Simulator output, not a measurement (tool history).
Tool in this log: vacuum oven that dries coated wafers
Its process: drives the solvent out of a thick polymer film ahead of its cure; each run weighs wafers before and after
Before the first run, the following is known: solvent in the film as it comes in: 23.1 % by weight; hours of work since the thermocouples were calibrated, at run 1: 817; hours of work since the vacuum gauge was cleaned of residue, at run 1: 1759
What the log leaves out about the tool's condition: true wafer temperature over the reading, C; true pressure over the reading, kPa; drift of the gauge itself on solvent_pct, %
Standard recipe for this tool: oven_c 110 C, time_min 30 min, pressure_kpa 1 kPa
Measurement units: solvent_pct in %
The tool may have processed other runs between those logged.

run,hour,oven_c,time_min,pressure_kpa,hours of work since the thermocouples were calibrated,hours of work since the vacuum gauge was cleaned of residue,solvent_pct
1,0,110,30,1,817,1759,2.32
# hour 54.3: vacuum gauge cleaned of residue and calibrated
2,105.9,110,30,1,880,31,1.53
# hour 134.1: oven's thermocouples calibrated
3,153.9,107,30,1,12,59,2.01
4,238.5,107,30,1,63,110,1.98
5,295.7,107,30,1,97,144,1.99
6,369.9,110,30,1,142,189,1.73
7,457.5,110,30,1.04,194,241,1.74
8,516.1,110,30,1.04,230,276,1.76
9,586,110,30,0.87,272,318,1.62
10,676.4,110,30,0.87,326,373,1.6
11,784.1,110,30,0.87,391,438,1.62
12,886.5,110,30,0.87,452,499,1.71
13,993.3,110,30,1,517,563,1.74
14,1056,110,30,1,554,601,1.7
15,1123.9,103,16,1.53,595,642,6.43
16,1169.3,103,16,1.53,622,669,6.46
17,1225.5,124,41,1.61,656,703,0.91
18,1303,124,41,1.61,703,750,1.11
19,1381.2,97,30,1.36,750,797,4.44
20,1453.7,97,30,1.36,793,840,4.48
21,1498.5,110,30,2.79,820,867,3.29
22,1585.5,117,27,2.41,873,919,2.21
# hour 1624.1: oven's thermocouples calibrated
23,1637.9,110,31,0.95,8,950,1.89
24,1716.6,115,30,3.03,56,997,2.87
25,1801,110,39,0.56,106,1048,1.24
26,1850.4,111,30,1,136,1077,1.89
27,1952.6,111,30,0.63,197,1139,1.65
28,2018.7,110,21,1,237,1179,3.21

5 ways to go on from here, each from the tool as it stands after run 28. What would each give?
A,2069.7,110,43,1,268,1209,?
B,2069.7,110,36,1,268,1209,?
C,2069.7,110,21,2.72,268,1209,?
D,2069.7,110,30,1.19,268,1209,?
E,2069.7,123,52,1,268,1209,?

run,solvent_pct
A,1.45
B,1.77
C,4.54
D,2.23
E,0.87
Take away the tool's hidden state, keep each run's random variation, and the runs would have read:
run,solvent_pct
A,0.95
B,1.29
C,4.1
D,1.75
E,0.55

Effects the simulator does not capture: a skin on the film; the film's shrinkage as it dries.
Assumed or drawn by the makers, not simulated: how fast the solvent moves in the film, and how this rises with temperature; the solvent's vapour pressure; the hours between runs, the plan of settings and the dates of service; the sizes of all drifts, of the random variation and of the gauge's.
